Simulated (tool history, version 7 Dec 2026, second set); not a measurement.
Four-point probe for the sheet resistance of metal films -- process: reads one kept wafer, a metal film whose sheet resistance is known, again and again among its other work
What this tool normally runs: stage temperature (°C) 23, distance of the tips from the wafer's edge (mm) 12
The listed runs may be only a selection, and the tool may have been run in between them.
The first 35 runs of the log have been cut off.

run,day,stage temperature (°C),distance of the tips from the wafer's edge (mm),touches since the probe head was changed,hours of work since the stage's thermometer was calibrated,sheet resistance as the instrument gives it (ohm/square)
36,49.133,21,45,68653,349,0.906152
37,51.029,18,10,69778,372,0.911845
38,52.683,18,10,70760,393,0.912051
39,54.175,20,7,71646,412,0.920947
40,55.492,31,5,72429,428,0.939821
41,56.712,32,55,73155,443,0.909658
42,58.025,21,5,73935,460,0.935556
43,59.392,26,39,74748,477,0.907511
44,60.929,26,46,75661,496,0.907408

Here are 5 independent what-if runs from the current tool condition. What would each one return?
A,62.417,25,10,76545,515,?
B,62.417,26,7,76545,515,?
C,62.417,32,46,76545,515,?
D,62.417,22,10,76545,515,?
E,62.417,23,46,76545,515,?

run,sheet resistance as the instrument gives it (ohm/square)
A,0.914251
B,0.922899
C,0.909798
D,0.913239
E,0.90597
Had the tool no hidden state, the same runs would have come out as:
run,sheet resistance as the instrument gives it (ohm/square)
A,0.9204
B,0.929101
C,0.915911
D,0.919385
E,0.91207
